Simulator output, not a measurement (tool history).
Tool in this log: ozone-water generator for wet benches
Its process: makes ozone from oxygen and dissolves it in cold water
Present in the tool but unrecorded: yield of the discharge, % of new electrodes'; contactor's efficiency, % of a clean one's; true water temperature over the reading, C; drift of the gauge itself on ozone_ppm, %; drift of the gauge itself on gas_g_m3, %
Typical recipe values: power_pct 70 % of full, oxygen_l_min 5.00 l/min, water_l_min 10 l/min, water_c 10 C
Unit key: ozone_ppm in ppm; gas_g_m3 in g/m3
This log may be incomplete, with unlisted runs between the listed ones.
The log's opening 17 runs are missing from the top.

run    hour  power_pct  oxygen_l_min  water_l_min  water_c  hours of work since the electrodes were changed  hours of work since the contactor was cleaned  hours of work since the thermometer was calibrated  ozone_ppm  gas_g_m3
 18   989.7         73          4.73            9       13                                             1655                                           5775                                                1972       37.7     280.6
 19  1051.8         73          4.73            9       13                                             1710                                           5830                                                2027       37.5     279.2
 20  1092.5         96          5.00           10       10                                             1747                                           5866                                                2064       41.5     312.5
 21  1152.6         96          5.00           10       10                                             1800                                           5920                                                2117       41.0     317.1
 22  1200.2         96          5.00           10       10                                             1843                                           5962                                                2160       41.1     309.4
 23  1252.9         52          2.72           10       12                                             1890                                           6010                                                2207       29.4     315.2
 24  1316.8         47          6.62            6       16                                             1947                                           6067                                                2264       34.0     185.1
 25  1353.8         88          2.90           10       10                                             1980                                           6100                                                2297       39.3     398.3
 26  1425.2         88          6.17           15        8                                             2044                                           6163                                                2361       27.8     264.2
 27  1498.7         88          6.17           15        8                                             2109                                           6229                                                2426       27.4     263.6
 28  1587.3         70          2.52           10       10                                             2189                                           6308                                                2506       34.9     376.0
 29  1629.8         70          5.26           16        7                                             2226                                           6346                                                2543       23.0     254.7
 30  1684.6         70          5.26           16        7                                             2275                                           6395                                                2592       23.1     256.1
 31  1729.4         70          5.26           16        7                                             2315                                           6435                                                2632       22.8     255.1
 32  1777.6         70          5.26           16        7                                             2359                                           6478                                                2675       22.4     256.3

Here are 5 independent what-if runs from the current tool condition. What would each one return?
  A  1827.9         95          8.00           11       10                                             2403                                           6523                                                2720          ?         ?
  B  1827.9         70          5.26           16        8                                             2403                                           6523                                                2720          ?         ?
  C  1827.9         70          3.47           10        5                                             2403                                           6523                                                2720          ?         ?
  D  1827.9         53          5.95           10        6                                             2403                                           6523                                                2720          ?         ?
  E  1827.9         62          3.80           15        7                                             2403                                           6523                                                2720          ?         ?

run  ozone_ppm  gas_g_m3
  A       34.7     237.8
  B       22.7     253.1
  C       37.4     320.2
  D       31.5     206.7
  E       22.4     285.6
Without the tool's unlogged condition, the same runs would have read:
run  ozone_ppm  gas_g_m3
  A       40.9     251.5
  B       26.8     265.7
  C       43.5     336.1
  D       36.5     215.4
  E       26.4     298.8
